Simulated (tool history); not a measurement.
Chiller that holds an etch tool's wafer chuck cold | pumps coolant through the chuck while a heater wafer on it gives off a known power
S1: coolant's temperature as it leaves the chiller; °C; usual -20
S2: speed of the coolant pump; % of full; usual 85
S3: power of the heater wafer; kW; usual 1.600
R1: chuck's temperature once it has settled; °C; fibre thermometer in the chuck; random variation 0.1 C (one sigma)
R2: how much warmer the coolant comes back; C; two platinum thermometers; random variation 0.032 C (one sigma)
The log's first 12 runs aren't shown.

Run 13, hour 356.6: usual settings but S2 92 % of full. Result: R1 -9.0 °C, R2 3.51 C.
Run 14, hour 376.9: usual settings but S2 92 % of full. Result: R1 -8.9 °C, R2 3.59 C.
Run 15, hour 414.6: usual settings but S3 0.930 kW. Result: R1 -13.2 °C, R2 2.42 C.
Run 16, hour 458.1: usual settings but S3 0.930 kW. Result: R1 -13.1 °C, R2 2.51 C.
Run 17, hour 479.5: usual settings but S3 0.930 kW. Result: R1 -13.0 °C, R2 2.52 C.
At hour 497.6: gauge calibrated.
Run 18, hour 506.0: usual settings but S3 0.930 kW. Result: R1 -13.3 °C, R2 2.04 C.
Run 19, hour 526.4: usual settings but S1 -26 °C, S2 89 % of full, S3 1.063 kW. Result: R1 -18.4 °C, R2 2.23 C.
Run 20, hour 571.9: usual settings but S2 70 % of full. Result: R1 -5.7 °C, R2 4.46 C.
Run 21, hour 604.4: usual settings but S1 -30 °C, S3 2.388 kW. Result: R1 -12.4 °C, R2 5.23 C.
Run 22, hour 646.6: usual settings but S1 -24 °C, S2 76 % of full, S3 2.290 kW. Result: R1 -5.3 °C, R2 5.77 C.
Run 23, hour 675.9: usual settings but S1 -24 °C, S2 76 % of full, S3 2.290 kW. Result: R1 -5.2 °C, R2 5.79 C.
Run 24, hour 712.6: usual settings but S1 -24 °C, S2 76 % of full, S3 2.290 kW. Result: R1 -5.2 °C, R2 5.89 C.
Run 25, hour 745.3: usual settings but S2 93 % of full, S3 2.330 kW. Result: R1 -4.1 °C, R2 4.81 C.
Run 26, hour 790.9: usual settings but S2 82 % of full, S3 2.235 kW. Result: R1 -3.0 °C, R2 5.36 C.
Run 27, hour 822.8: usual settings but S1 -16 °C, S2 92 % of full, S3 2.235 kW. Result: R1 -0.6 °C, R2 4.80 C.
Run 28, hour 851.1: usual settings but S2 67 % of full, S3 2.235 kW. Result: R1 0.6 °C, R2 6.63 C.
Run 29, hour 871.2: usual settings but S1 -17 °C, S2 68 % of full, S3 1.375 kW. Result: R1 -4.6 °C, R2 4.22 C.
Run 30, hour 899.2: usual settings but S1 -17 °C, S2 68 % of full, S3 1.375 kW. Result: R1 -4.3 °C, R2 4.21 C.
Run 31, hour 936.9: usual settings but S1 -18 °C, S2 88 % of full. Result: R1 -6.7 °C, R2 3.79 C.
Run 32, hour 963.2: usual settings but S1 -19 °C, S2 89 % of full, S3 1.811 kW. Result: R1 -6.2 °C, R2 4.27 C.

3 ways to go on from here, each from the tool as it stands after run 32. What would each give?
Run A, hour 990.1: usual settings but S1 -27 °C, S2 97 % of full. Result: R1 ?, R2 ?.
Run B, hour 990.1: usual settings but S1 -25 °C, S2 89 % of full, S3 1.811 kW. Result: R1 ?, R2 ?.
Run C, hour 990.1: usual settings but S2 61 % of full. Result: R1 ?, R2 ?.

run     R1    R2
  A  -16.4  3.47
  B  -12.0  4.26
  C   -4.0  5.45
Without the tool's hidden state the same runs would have given:
run     R1    R2
  A  -16.4  2.98
  B  -12.0  3.77
  C   -4.0  4.97
